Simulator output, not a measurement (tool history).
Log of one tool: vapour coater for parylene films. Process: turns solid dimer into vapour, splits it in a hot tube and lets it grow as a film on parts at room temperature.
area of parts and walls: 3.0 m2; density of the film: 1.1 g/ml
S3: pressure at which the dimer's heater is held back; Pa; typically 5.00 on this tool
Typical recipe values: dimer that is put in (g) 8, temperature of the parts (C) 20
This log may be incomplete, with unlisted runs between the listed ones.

{"run": 1, "day": 0.0, "dimer that is put in (g)": 8, "temperature of the parts (C)": 20, "S3": 5.0, "thickness of the film (µm)": 1.33}
{"run": 2, "day": 0.729, "dimer that is put in (g)": 8, "temperature of the parts (C)": 20, "S3": 5.0, "thickness of the film (µm)": 1.28}
{"run": 3, "day": 1.279, "dimer that is put in (g)": 8, "temperature of the parts (C)": 20, "S3": 5.0, "thickness of the film (µm)": 1.3}
{"run": 4, "day": 1.729, "dimer that is put in (g)": 8, "temperature of the parts (C)": 20, "S3": 5.0, "thickness of the film (µm)": 1.28}
{"run": 5, "day": 2.496, "dimer that is put in (g)": 8, "temperature of the parts (C)": 20, "S3": 5.0, "thickness of the film (µm)": 1.29}
{"day": 2.746, "done": "trap's valve overhauled"}
{"run": 6, "day": 3.425, "dimer that is put in (g)": 8, "temperature of the parts (C)": 20, "S3": 5.0, "thickness of the film (µm)": 1.5}
{"run": 7, "day": 3.875, "dimer that is put in (g)": 8, "temperature of the parts (C)": 20, "S3": 4.22, "thickness of the film (µm)": 1.51}
{"run": 8, "day": 4.508, "dimer that is put in (g)": 8, "temperature of the parts (C)": 20, "S3": 4.22, "thickness of the film (µm)": 1.5}
{"run": 9, "day": 5.242, "dimer that is put in (g)": 9, "temperature of the parts (C)": 20, "S3": 4.22, "thickness of the film (µm)": 1.69}
{"run": 10, "day": 6.025, "dimer that is put in (g)": 9, "temperature of the parts (C)": 20, "S3": 4.22, "thickness of the film (µm)": 1.66}
{"run": 11, "day": 6.812, "dimer that is put in (g)": 9, "temperature of the parts (C)": 20, "S3": 4.22, "thickness of the film (µm)": 1.65}
{"run": 12, "day": 7.367, "dimer that is put in (g)": 8, "temperature of the parts (C)": 20, "S3": 5.0, "thickness of the film (µm)": 1.45}
{"run": 13, "day": 7.9, "dimer that is put in (g)": 8, "temperature of the parts (C)": 22, "S3": 5.0, "thickness of the film (µm)": 1.28}
{"run": 14, "day": 8.762, "dimer that is put in (g)": 8, "temperature of the parts (C)": 20, "S3": 2.96, "thickness of the film (µm)": 1.45}
{"run": 15, "day": 9.412, "dimer that is put in (g)": 8, "temperature of the parts (C)": 20, "S3": 2.96, "thickness of the film (µm)": 1.47}
{"run": 16, "day": 9.817, "dimer that is put in (g)": 8, "temperature of the parts (C)": 27, "S3": 5.0, "thickness of the film (µm)": 1.02}
{"run": 17, "day": 10.321, "dimer that is put in (g)": 8, "temperature of the parts (C)": 27, "S3": 5.0, "thickness of the film (µm)": 1.02}
{"run": 18, "day": 11.008, "dimer that is put in (g)": 8, "temperature of the parts (C)": 27, "S3": 5.0, "thickness of the film (µm)": 1.0}
{"run": 19, "day": 11.508, "dimer that is put in (g)": 8, "temperature of the parts (C)": 27, "S3": 5.0, "thickness of the film (µm)": 0.98}
{"run": 20, "day": 12.367, "dimer that is put in (g)": 8, "temperature of the parts (C)": 27, "S3": 5.0, "thickness of the film (µm)": 0.99}
{"run": 21, "day": 12.925, "dimer that is put in (g)": 8, "temperature of the parts (C)": 27, "S3": 5.0, "thickness of the film (µm)": 0.97}
{"run": 22, "day": 13.292, "dimer that is put in (g)": 8, "temperature of the parts (C)": 27, "S3": 8.95, "thickness of the film (µm)": 0.95}
{"run": 23, "day": 13.938, "dimer that is put in (g)": 6, "temperature of the parts (C)": 20, "S3": 5.0, "thickness of the film (µm)": 1.0}
{"run": 24, "day": 14.488, "dimer that is put in (g)": 3, "temperature of the parts (C)": 20, "S3": 5.0, "thickness of the film (µm)": 0.48}
{"run": 25, "day": 15.179, "dimer that is put in (g)": 11, "temperature of the parts (C)": 29, "S3": 10.78, "thickness of the film (µm)": 1.13}
{"run": 26, "day": 15.571, "dimer that is put in (g)": 14, "temperature of the parts (C)": 21, "S3": 11.23, "thickness of the film (µm)": 2.12}
{"run": 27, "day": 16.208, "dimer that is put in (g)": 14, "temperature of the parts (C)": 21, "S3": 11.23, "thickness of the film (µm)": 2.09}
{"run": 28, "day": 16.746, "dimer that is put in (g)": 4, "temperature of the parts (C)": 18, "S3": 2.62, "thickness of the film (µm)": 0.73}
{"run": 29, "day": 17.646, "dimer that is put in (g)": 4, "temperature of the parts (C)": 18, "S3": 2.62, "thickness of the film (µm)": 0.75}
{"day": 17.904, "done": "trap's valve overhauled"}
{"run": 30, "day": 18.542, "dimer that is put in (g)": 8, "temperature of the parts (C)": 16, "S3": 10.24, "thickness of the film (µm)": 1.74}
{"run": 31, "day": 19.404, "dimer that is put in (g)": 3, "temperature of the parts (C)": 14, "S3": 4.91, "thickness of the film (µm)": 0.75}
{"run": 32, "day": 20.075, "dimer that is put in (g)": 12, "temperature of the parts (C)": 20, "S3": 4.17, "thickness of the film (µm)": 2.22}
{"run": 33, "day": 20.512, "dimer that is put in (g)": 3, "temperature of the parts (C)": 20, "S3": 8.69, "thickness of the film (µm)": 0.52}
{"run": 34, "day": 21.196, "dimer that is put in (g)": 12, "temperature of the parts (C)": 20, "S3": 5.0, "thickness of the film (µm)": 2.19}
{"run": 35, "day": 21.6, "dimer that is put in (g)": 12, "temperature of the parts (C)": 27, "S3": 5.0, "thickness of the film (µm)": 1.55}
{"run": 36, "day": 22.479, "dimer that is put in (g)": 12, "temperature of the parts (C)": 27, "S3": 5.0, "thickness of the film (µm)": 1.58}
{"run": 37, "day": 23.079, "dimer that is put in (g)": 12, "temperature of the parts (C)": 27, "S3": 5.0, "thickness of the film (µm)": 1.52}
{"run": 38, "day": 23.462, "dimer that is put in (g)": 12, "temperature of the parts (C)": 27, "S3": 5.0, "thickness of the film (µm)": 1.54}
{"run": 39, "day": 24.2, "dimer that is put in (g)": 5, "temperature of the parts (C)": 24, "S3": 4.59, "thickness of the film (µm)": 0.73}
{"run": 40, "day": 24.621, "dimer that is put in (g)": 4, "temperature of the parts (C)": 29, "S3": 2.73, "thickness of the film (µm)": 0.47}
{"run": 41, "day": 25.25, "dimer that is put in (g)": 4, "temperature of the parts (C)": 20, "S3": 2.46, "thickness of the film (µm)": 0.72}
{"run": 42, "day": 25.838, "dimer that is put in (g)": 4, "temperature of the parts (C)": 16, "S3": 3.01, "thickness of the film (µm)": 0.87}
{"run": 43, "day": 26.65, "dimer that is put in (g)": 4, "temperature of the parts (C)": 32, "S3": 8.35, "thickness of the film (µm)": 0.39}
{"run": 44, "day": 27.325, "dimer that is put in (g)": 8, "temperature of the parts (C)": 20, "S3": 2.08, "thickness of the film (µm)": 1.46}

Here are 5 independent what-if runs from the current tool condition. What would each one return?
{"run": "A", "day": 28.054, "dimer that is put in (g)": 8, "temperature of the parts (C)": 20, "S3": 8.63, "thickness of the film (µm)": "?"}
{"run": "B", "day": 28.054, "dimer that is put in (g)": 4, "temperature of the parts (C)": 30, "S3": 7.58, "thickness of the film (µm)": "?"}
{"run": "C", "day": 28.054, "dimer that is put in (g)": 3, "temperature of the parts (C)": 20, "S3": 5.0, "thickness of the film (µm)": "?"}
{"run": "D", "day": 28.054, "dimer that is put in (g)": 7, "temperature of the parts (C)": 20, "S3": 5.0, "thickness of the film (µm)": "?"}
{"run": "E", "day": 28.054, "dimer that is put in (g)": 8, "temperature of the parts (C)": 18, "S3": 2.18, "thickness of the film (µm)": "?"}

run=A thickness_of_the_film_(µm)=1.32
run=B thickness_of_the_film_(µm)=0.42
run=C thickness_of_the_film_(µm)=0.53
run=D thickness_of_the_film_(µm)=1.18
run=E thickness_of_the_film_(µm)=1.57
What these runs would have given with no unlogged condition in the tool:
run=A thickness_of_the_film_(µm)=1.44
run=B thickness_of_the_film_(µm)=0.46
run=C thickness_of_the_film_(µm)=0.58
run=D thickness_of_the_film_(µm)=1.29
run=E thickness_of_the_film_(µm)=1.73

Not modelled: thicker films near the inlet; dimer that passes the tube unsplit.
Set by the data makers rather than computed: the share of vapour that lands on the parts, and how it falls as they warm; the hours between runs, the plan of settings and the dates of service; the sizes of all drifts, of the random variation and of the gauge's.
